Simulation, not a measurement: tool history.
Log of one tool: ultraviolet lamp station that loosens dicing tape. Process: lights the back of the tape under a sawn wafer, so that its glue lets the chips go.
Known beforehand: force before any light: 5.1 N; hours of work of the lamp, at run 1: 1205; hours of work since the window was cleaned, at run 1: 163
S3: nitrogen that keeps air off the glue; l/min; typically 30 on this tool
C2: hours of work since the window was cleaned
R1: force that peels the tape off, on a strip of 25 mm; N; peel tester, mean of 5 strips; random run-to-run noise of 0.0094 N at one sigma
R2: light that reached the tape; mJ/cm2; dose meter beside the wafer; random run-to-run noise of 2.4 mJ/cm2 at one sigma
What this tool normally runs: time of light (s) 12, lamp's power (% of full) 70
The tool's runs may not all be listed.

Run 1, day 0.000: usual settings; hours of work of the lamp 1205; C2 163. Result: R1 0.641 N, R2 200 mJ/cm2.
Run 2, day 1.512: usual settings but lamp's power (% of full) 74; hours of work of the lamp 1232; C2 190. Result: R1 0.577 N, R2 213 mJ/cm2.
Run 3, day 3.012: usual settings but lamp's power (% of full) 74; hours of work of the lamp 1260; C2 217. Result: R1 0.559 N, R2 208 mJ/cm2.
Run 4, day 4.075: usual settings but lamp's power (% of full) 74; hours of work of the lamp 1279; C2 237. Result: R1 0.580 N, R2 213 mJ/cm2.
Run 5, day 5.433: usual settings; hours of work of the lamp 1304; C2 261. Result: R1 0.655 N, R2 193 mJ/cm2.
Run 6, day 6.479: usual settings but S3 48 l/min; hours of work of the lamp 1323; C2 281. Result: R1 0.520 N, R2 191 mJ/cm2.
Run 7, day 7.238: usual settings but lamp's power (% of full) 89; hours of work of the lamp 1337; C2 294. Result: R1 0.445 N, R2 249 mJ/cm2.
Run 8, day 9.050: usual settings but lamp's power (% of full) 89; hours of work of the lamp 1370; C2 327. Result: R1 0.448 N, R2 237 mJ/cm2.
Run 9, day 10.788: usual settings; hours of work of the lamp 1401; C2 359. Result: R1 0.690 N, R2 188 mJ/cm2.
Run 10, day 12.217: usual settings; hours of work of the lamp 1427; C2 385. Result: R1 0.732 N, R2 189 mJ/cm2.
At day 13.304: window cleaned of glue's vapour.
Run 11, day 13.642: usual settings but lamp's power (% of full) 62; hours of work of the lamp 1453; C2 6. Result: R1 0.864 N, R2 160 mJ/cm2.
Run 12, day 14.525: usual settings but lamp's power (% of full) 62; hours of work of the lamp 1469; C2 22. Result: R1 0.911 N, R2 162 mJ/cm2.
Run 13, day 15.488: usual settings but lamp's power (% of full) 72; hours of work of the lamp 1486; C2 40. Result: R1 0.694 N, R2 185 mJ/cm2.
Run 14, day 16.842: usual settings but lamp's power (% of full) 72, S3 56 l/min; hours of work of the lamp 1511; C2 64. Result: R1 0.531 N, R2 190 mJ/cm2.
At day 17.250: lamp changed.
Run 15, day 18.588: usual settings but lamp's power (% of full) 60; hours of work of the lamp 24; C2 95. Result: R1 0.576 N, R2 207 mJ/cm2.
Run 16, day 19.342: usual settings but time of light (s) 6; hours of work of the lamp 38; C2 109. Result: R1 1.276 N, R2 119 mJ/cm2.
Run 17, day 20.875: usual settings but time of light (s) 6; hours of work of the lamp 66; C2 137. Result: R1 1.314 N, R2 121 mJ/cm2.
Run 18, day 22.558: usual settings but time of light (s) 6; hours of work of the lamp 97; C2 168. Result: R1 1.346 N, R2 120 mJ/cm2.
Run 19, day 23.429: usual settings but time of light (s) 6; hours of work of the lamp 112; C2 184. Result: R1 1.370 N, R2 117 mJ/cm2.
At day 24.117: window cleaned of glue's vapour, once more.
Run 20, day 24.604: usual settings but time of light (s) 6; hours of work of the lamp 134; C2 9. Result: R1 1.244 N, R2 129 mJ/cm2.
Run 21, day 26.238: usual settings; hours of work of the lamp 163; C2 39. Result: R1 0.432 N, R2 252 mJ/cm2.
Run 22, day 27.504: usual settings; hours of work of the lamp 186; C2 62. Result: R1 0.442 N, R2 252 mJ/cm2.
Run 23, day 29.000: usual settings; hours of work of the lamp 213; C2 89. Result: R1 0.446 N, R2 251 mJ/cm2.
Run 24, day 30.029: usual settings but time of light (s) 10, lamp's power (% of full) 62, S3 13 l/min; hours of work of the lamp 232; C2 108. Result: R1 1.084 N, R2 183 mJ/cm2.
Run 25, day 31.629: usual settings but time of light (s) 10, lamp's power (% of full) 62, S3 13 l/min; hours of work of the lamp 261; C2 137. Result: R1 1.149 N, R2 181 mJ/cm2.
Run 26, day 32.500: usual settings but time of light (s) 20, lamp's power (% of full) 98, S3 40 l/min; hours of work of the lamp 277; C2 153. Result: R1 0.219 N, R2 573 mJ/cm2.
Run 27, day 34.225: usual settings but time of light (s) 9, lamp's power (% of full) 98, S3 22 l/min; hours of work of the lamp 309; C2 184. Result: R1 0.496 N, R2 256 mJ/cm2.
Run 28, day 35.542: usual settings but time of light (s) 16, lamp's power (% of full) 85, S3 11 l/min; hours of work of the lamp 333; C2 208. Result: R1 0.370 N, R2 387 mJ/cm2.
Run 29, day 36.700: usual settings but time of light (s) 8, lamp's power (% of full) 92, S3 52 l/min; hours of work of the lamp 354; C2 229. Result: R1 0.448 N, R2 207 mJ/cm2.
Run 30, day 37.921: usual settings but time of light (s) 8, lamp's power (% of full) 100, S3 54 l/min; hours of work of the lamp 376; C2 251. Result: R1 0.381 N, R2 224 mJ/cm2.
Run 31, day 39.246: usual settings but lamp's power (% of full) 100, S3 20 l/min; hours of work of the lamp 400; C2 275. Result: R1 0.328 N, R2 333 mJ/cm2.
Run 32, day 40.362: usual settings but lamp's power (% of full) 100, S3 20 l/min; hours of work of the lamp 420; C2 296. Result: R1 0.358 N, R2 330 mJ/cm2.
Run 33, day 41.517: usual settings but lamp's power (% of full) 100, S3 20 l/min; hours of work of the lamp 441; C2 317. Result: R1 0.362 N, R2 332 mJ/cm2.
Run 34, day 42.588: usual settings but lamp's power (% of full) 100, S3 20 l/min; hours of work of the lamp 461; C2 336. Result: R1 0.338 N, R2 331 mJ/cm2.
Run 35, day 43.612: usual settings but time of light (s) 23, lamp's power (% of full) 93, S3 19 l/min; hours of work of the lamp 479; C2 355. Result: R1 0.209 N, R2 578 mJ/cm2.
Run 36, day 45.092: usual settings but time of light (s) 7, lamp's power (% of full) 61; hours of work of the lamp 506; C2 382. Result: R1 1.388 N, R2 116 mJ/cm2.
Run 37, day 46.067: usual settings but lamp's power (% of full) 60, S3 39 l/min; hours of work of the lamp 524; C2 399. Result: R1 0.585 N, R2 198 mJ/cm2.
At day 46.354: window cleaned of glue's vapour.
Run 38, day 46.900: usual settings but time of light (s) 8, lamp's power (% of full) 96, S3 43 l/min; hours of work of the lamp 539; C2 10. Result: R1 0.452 N, R2 213 mJ/cm2.
Run 39, day 48.512: usual settings but time of light (s) 16, lamp's power (% of full) 78; hours of work of the lamp 568; C2 39. Result: R1 0.263 N, R2 348 mJ/cm2.
Run 40, day 49.796: usual settings but time of light (s) 16, lamp's power (% of full) 78; hours of work of the lamp 592; C2 63. Result: R1 0.279 N, R2 346 mJ/cm2.
Run 41, day 51.392: usual settings but time of light (s) 16, lamp's power (% of full) 78; hours of work of the lamp 621; C2 92. Result: R1 0.279 N, R2 343 mJ/cm2.
Run 42, day 52.604: usual settings but lamp's power (% of full) 73; hours of work of the lamp 643; C2 114. Result: R1 0.451 N, R2 240 mJ/cm2.
Run 43, day 53.479: usual settings but lamp's power (% of full) 73; hours of work of the lamp 659; C2 130. Result: R1 0.459 N, R2 239 mJ/cm2.
Run 44, day 55.179: usual settings but lamp's power (% of full) 73; hours of work of the lamp 690; C2 161. Result: R1 0.493 N, R2 237 mJ/cm2.

Run by run, hidden condition taken away, random variation retained:
The tool's hidden condition here consists of: lamp's light, % of a new lamp's; light that the window lets through, % of a clean one's; drift of the gauge itself on peel_n, %; drift of the gauge itself on dose_mj_cm2, %.
run     R1   R2
  1  0.420  261
  2  0.372  279
  3  0.356  277
  4  0.366  283
  5  0.403  260
  6  0.323  260
  7  0.289  338
  8  0.282  328
  9  0.401  262
 10  0.423  266
 11  0.479  231
 12  0.510  234
 13  0.381  270
 14  0.296  278
 15  0.506  224
 16  1.149  129
 17  1.172  133
 18  1.187  133
 19  1.202  130
 20  1.185  133
 21  0.402  264
 22  0.407  266
 23  0.405  266
 24  0.988  196
 25  1.036  195
 26  0.218  620
 27  0.430  279
 28  0.322  426
 29  0.381  229
 30  0.325  250
 31  0.281  374
 32  0.308  373
 33  0.308  376
 34  0.283  378
 35  0.203  663
 36  1.150  134
 37  0.457  230
 38  0.379  238
 39  0.235  391
 40  0.249  391
 41  0.247  392
 42  0.362  275
 43  0.367  276
 44  0.389  275
